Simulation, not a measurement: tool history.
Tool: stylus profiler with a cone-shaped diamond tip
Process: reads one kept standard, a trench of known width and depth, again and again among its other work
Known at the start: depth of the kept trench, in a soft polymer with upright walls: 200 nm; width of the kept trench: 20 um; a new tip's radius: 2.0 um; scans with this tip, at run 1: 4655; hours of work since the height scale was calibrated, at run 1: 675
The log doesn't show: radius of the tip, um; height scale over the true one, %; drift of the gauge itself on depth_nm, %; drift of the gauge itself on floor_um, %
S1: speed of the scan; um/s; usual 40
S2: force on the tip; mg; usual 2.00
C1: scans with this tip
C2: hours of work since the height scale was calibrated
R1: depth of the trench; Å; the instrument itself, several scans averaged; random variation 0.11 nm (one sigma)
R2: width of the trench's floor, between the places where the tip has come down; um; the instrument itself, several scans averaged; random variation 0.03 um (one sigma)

{"run": 1, "hour": 0.0, "S1": 40, "S2": 2.0, "C1": 4655, "C2": 675, "R1": 2012.7, "R2": 17.91}
{"run": 2, "hour": 19.3, "S1": 40, "S2": 2.0, "C1": 4718, "C2": 685, "R1": 2012.4, "R2": 17.89}
{"run": 3, "hour": 56.6, "S1": 40, "S2": 2.0, "C1": 4840, "C2": 702, "R1": 2010.6, "R2": 17.88}
{"run": 4, "hour": 80.5, "S1": 40, "S2": 2.0, "C1": 4918, "C2": 714, "R1": 2012.4, "R2": 17.87}
{"run": 5, "hour": 117.2, "S1": 40, "S2": 2.0, "C1": 5038, "C2": 731, "R1": 2011.2, "R2": 17.86}
{"run": 6, "hour": 142.9, "S1": 40, "S2": 2.0, "C1": 5122, "C2": 743, "R1": 2012.2, "R2": 17.9}
{"run": 7, "hour": 163.5, "S1": 40, "S2": 2.0, "C1": 5190, "C2": 753, "R1": 2010.3, "R2": 17.9}
{"run": 8, "hour": 187.6, "S1": 34, "S2": 2.0, "C1": 5269, "C2": 765, "R1": 2013.0, "R2": 17.95}
{"run": 9, "hour": 227.8, "S1": 39, "S2": 5.32, "C1": 5400, "C2": 784, "R1": 2030.3, "R2": 17.96}
{"run": 10, "hour": 254.4, "S1": 15, "S2": 5.46, "C1": 5487, "C2": 796, "R1": 2029.6, "R2": 18.07}
{"run": 11, "hour": 272.7, "S1": 15, "S2": 5.46, "C1": 5547, "C2": 805, "R1": 2029.2, "R2": 18.1}
{"run": 12, "hour": 311.0, "S1": 31, "S2": 5.21, "C1": 5672, "C2": 823, "R1": 2030.5, "R2": 17.99}
{"run": 13, "hour": 340.4, "S1": 31, "S2": 5.21, "C1": 5768, "C2": 837, "R1": 2030.6, "R2": 18.09}

3 ways to go on from here, each from the tool as it stands after run 13. What would each give?
{"run": "A", "hour": 380.4, "S1": 34, "S2": 1.71, "C1": 5899, "C2": 856, "R1": "?", "R2": "?"}
{"run": "B", "hour": 380.4, "S1": 26, "S2": 1.37, "C1": 5899, "C2": 856, "R1": "?", "R2": "?"}
{"run": "C", "hour": 380.4, "S1": 74, "S2": 4.36, "C1": 5899, "C2": 856, "R1": "?", "R2": "?"}

run=A R1=2008.8 R2=17.88
run=B R1=2005.2 R2=17.96
run=C R1=2025.9 R2=17.83
Without the tool's hidden state the same runs would have given:
run=A R1=2018.7 R2=18.00
run=B R1=2015.0 R2=18.08
run=C R1=2035.9 R2=17.95
